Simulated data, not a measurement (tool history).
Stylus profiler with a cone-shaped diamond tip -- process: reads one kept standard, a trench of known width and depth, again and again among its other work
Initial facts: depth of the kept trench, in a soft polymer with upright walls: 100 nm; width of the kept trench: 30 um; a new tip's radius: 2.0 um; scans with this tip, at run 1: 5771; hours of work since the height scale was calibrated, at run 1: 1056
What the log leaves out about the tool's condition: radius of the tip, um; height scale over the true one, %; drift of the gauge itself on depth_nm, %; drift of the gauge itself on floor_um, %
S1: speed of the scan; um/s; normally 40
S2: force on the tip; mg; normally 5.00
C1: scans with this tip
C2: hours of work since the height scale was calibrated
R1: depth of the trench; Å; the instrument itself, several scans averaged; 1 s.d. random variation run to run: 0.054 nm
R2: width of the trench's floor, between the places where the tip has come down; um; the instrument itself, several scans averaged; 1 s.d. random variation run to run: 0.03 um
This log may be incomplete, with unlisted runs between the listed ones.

| run | hour | S1 | S2 | C1 | C2 | R1 | R2 |
|---|---|---|---|---|---|---|---|
| 1 | 0.0 | 40 | 5.00 | 5771 | 1056 | 1017.0 | 28.35 |
| 2 | 42.1 | 40 | 4.02 | 5951 | 1089 | 1015.3 | 28.33 |
| 3 | 82.5 | 40 | 4.02 | 6125 | 1121 | 1016.5 | 28.38 |
| 4 | 118.3 | 40 | 5.00 | 6278 | 1149 | 1017.9 | 28.33 |
| 5 | 144.7 | 40 | 13.06 | 6391 | 1169 | 1029.2 | 28.38 |
|  | 172.9 | height scale calibrated on a step standard |
| 6 | 189.9 | 40 | 13.06 | 6582 | 13 | 1032.3 | 28.40 |
| 7 | 234.9 | 29 | 5.00 | 6775 | 49 | 1020.6 | 28.38 |
| 8 | 258.1 | 29 | 5.00 | 6874 | 67 | 1020.8 | 28.38 |
| 9 | 307.3 | 29 | 5.00 | 7085 | 105 | 1020.4 | 28.29 |
|  | 312.2 | height scale calibrated on a step standard, once more |
| 10 | 352.1 | 29 | 5.00 | 7275 | 31 | 1012.5 | 28.40 |
| 11 | 378.8 | 40 | 10.31 | 7389 | 52 | 1020.4 | 28.36 |
| 12 | 431.1 | 40 | 5.00 | 7613 | 93 | 1013.0 | 28.31 |
| 13 | 471.5 | 21 | 4.55 | 7787 | 125 | 1012.5 | 28.36 |
| 14 | 495.2 | 21 | 12.87 | 7888 | 143 | 1024.4 | 28.36 |
| 15 | 518.6 | 83 | 13.70 | 7988 | 162 | 1025.8 | 28.21 |
| 16 | 554.8 | 11 | 2.18 | 8143 | 190 | 1007.5 | 28.38 |
| 17 | 598.8 | 11 | 2.18 | 8332 | 225 | 1007.0 | 28.37 |
| 18 | 625.3 | 136 | 8.52 | 8445 | 245 | 1019.7 | 28.07 |
| 19 | 668.0 | 136 | 8.52 | 8628 | 279 | 1018.7 | 28.01 |
| 20 | 718.5 | 10 | 5.00 | 8844 | 318 | 1013.1 | 28.44 |
| 21 | 741.0 | 109 | 1.99 | 8941 | 336 | 1008.0 | 27.77 |
| 22 | 766.3 | 17 | 4.08 | 9049 | 356 | 1012.2 | 28.34 |
| 23 | 803.0 | 17 | 4.08 | 9206 | 385 | 1011.9 | 28.34 |

Hidden state or all else? Some run-to-run changes of R1, split into what the settings, what came in and random variation would give without the hidden state, and what is left for the hidden state (with any gauge scatter that isn't in both results):
Run 5 -> 6: height scale calibrated on a step standard. R1 +3.1 Å: hidden state +3.2, all else -0.1.
Run 9 -> 10: height scale calibrated on a step standard, once more. R1 -7.9 Å: hidden state -8.4, all else +0.5.
Run 15 -> 16: S1 83 -> 11, S2 13.70 -> 2.18. R1 -18.3 Å: hidden state +0.1, all else -18.4.
Run 17 -> 18: S1 11 -> 136, S2 2.18 -> 8.52. R1 +12.7 Å: hidden state +0.0, all else +12.7.

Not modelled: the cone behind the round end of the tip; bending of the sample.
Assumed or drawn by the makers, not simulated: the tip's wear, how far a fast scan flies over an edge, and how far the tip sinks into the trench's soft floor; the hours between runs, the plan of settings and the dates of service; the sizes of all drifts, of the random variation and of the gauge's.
